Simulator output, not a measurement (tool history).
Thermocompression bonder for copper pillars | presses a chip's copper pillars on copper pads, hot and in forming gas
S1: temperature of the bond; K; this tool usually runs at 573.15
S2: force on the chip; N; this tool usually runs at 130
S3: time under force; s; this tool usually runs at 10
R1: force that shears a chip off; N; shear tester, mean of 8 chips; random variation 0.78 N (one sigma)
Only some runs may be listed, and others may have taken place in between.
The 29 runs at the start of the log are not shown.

run	hour	S1	S2	S3	R1
30	1867.4	600.15	116	6	64.3
31	1913.2	600.15	107	6	62.3
32	1996.3	573.15	130	12	61.7
33	2066.1	544.15	130	15	46.9
# hour 2077.7: forming gas filter changed
34	2141.3	600.15	130	15	77.4
35	2193.2	600.15	130	15	79.2
36	2247.9	598.15	168	9	77.1
37	2323.4	573.15	130	12	61.6
# hour 2344.5: heater calibrated with a thermocouple chip
38	2373.1	573.15	130	7	54.5

Forecast run 39:
39	2456.4	587.15	99	9	?

{"run 39": {"R1": 58.7}}
With the hidden condition absent and the run-to-run variation left alone, this run would have shown R1 58.8 N.
